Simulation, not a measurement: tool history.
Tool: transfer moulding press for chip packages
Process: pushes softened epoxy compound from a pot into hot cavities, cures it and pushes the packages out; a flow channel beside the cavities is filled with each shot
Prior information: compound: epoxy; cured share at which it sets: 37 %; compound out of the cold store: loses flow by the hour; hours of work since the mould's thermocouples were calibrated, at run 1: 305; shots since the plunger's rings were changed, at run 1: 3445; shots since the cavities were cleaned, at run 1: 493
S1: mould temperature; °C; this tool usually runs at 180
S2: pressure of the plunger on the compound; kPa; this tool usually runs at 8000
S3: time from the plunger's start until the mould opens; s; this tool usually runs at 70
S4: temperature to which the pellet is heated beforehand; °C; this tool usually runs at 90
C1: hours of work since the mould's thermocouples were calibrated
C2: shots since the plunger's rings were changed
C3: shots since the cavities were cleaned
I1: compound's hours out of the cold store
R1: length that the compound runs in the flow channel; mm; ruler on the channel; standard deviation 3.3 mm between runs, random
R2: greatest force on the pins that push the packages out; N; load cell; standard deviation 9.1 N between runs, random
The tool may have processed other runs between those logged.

run   hour   S1    S2   S3  S4   C1    C2   C3    I1   R1    R2
  1    0.0  180  8000   70  90  305  3445  493  32.9  549   669
      12.1  -- cavities cleaned with cleaning compound and waxed
  2   12.1  180  8000   70  90  313  3614    0  14.8  603   412
  3   24.9  180  8000   70  90  323  3820  206  47.6  508   541
  4   39.9  180  8000   70  90  334  4061  447  43.3  522   649
      54.6  -- cavities cleaned with cleaning compound and waxed
  5   55.3  180  8000   70  90  344  4285   12  12.2  605   451
  6   68.4  180  8000   70  90  354  4495  222  46.6  512   551
  7   75.6  180  8000   70  90  359  4610  337  48.0  506   611
  8   89.5  180  8000   70  92  370  4834  561  21.7  580   710
      97.8  -- cavities cleaned with cleaning compound and waxed
  9  104.7  180  8000   70  92  380  5055  111  23.5  576   523
 10  113.8  185  8000   70  92  387  5200  256  37.9  525   475
 11  123.5  185  8000   70  92  394  5356  412  45.9  503   541
     128.6  -- mould's thermocouples calibrated
 12  139.3  180  8000   66  90    8  5578  634  45.8  508   826
     142.9  -- cavities cleaned with cleaning compound and waxed
 13  152.5  180  8000   66  90   17  5766  154  15.1  586   635
     156.3  -- plunger's sealing rings changed
 14  161.9  180  8000   59  90   22    89  264  47.8  523   854
 15  174.5  182  7470   70  86   31   292  467  46.8  505   602
 16  181.9  180  8000   58  90   37   411  586  46.4  536  1058
     188.9  -- cavities cleaned with cleaning compound and waxed
     193.5  -- mould's thermocouples calibrated, once more
 17  199.8  173  7830   53  99    5   643  143  25.6  580  1401
 18  208.9  172  8000   74  90   12   789  289  28.9  584   804
 19  218.2  172  8000   84  86   18   938  438  26.7  588   697
     234.5  -- cavities cleaned with cleaning compound and waxed
 20  234.6  186  8000   84  86   30  1178    3  32.3  551   351
 21  243.0  173  6310   70  90   36  1313  138  45.2  470   712
 22  256.6  184  8000   62  85   46  1531  356  34.7  550   645
 23  270.5  184  9270   52  90   56  1755  580  20.0  627  1127
     277.6  -- cavities cleaned with cleaning compound and waxed
 24  280.8  180  8000   51  97   63  1896   52  33.8  555   891
 25  294.7  180  7180  108  90   73  2119  275  25.0  543   431
 26  302.7  183  7080  108  95   79  2247  403  22.8  539   496
 27  311.8  183  7080  108  95   86  2394  550  24.7  533   525
     320.8  -- cavities cleaned with cleaning compound and waxed
 28  321.6  183  7080  108  95   92  2527   12  17.9  555   330

Forecast each of these 4 alternatives for the next run:
  A  336.4  183  7080  69  95  103  2765  250  41.4   ?   ?
  B  336.4  180  8000  58  90  103  2765  250  20.8   ?   ?
  C  336.4  179  8000  70  90  103  2765  250  13.6   ?   ?
  D  336.4  183  7080  62  95  103  2765  250  22.5   ?   ?

run   R1   R2
  A  495  502
  B  585  887
  C  605  662
  D  541  634
Without the tool's hidden state the same runs would have given:
run   R1   R2
  A  508  355
  B  600  616
  C  620  464
  D  555  445
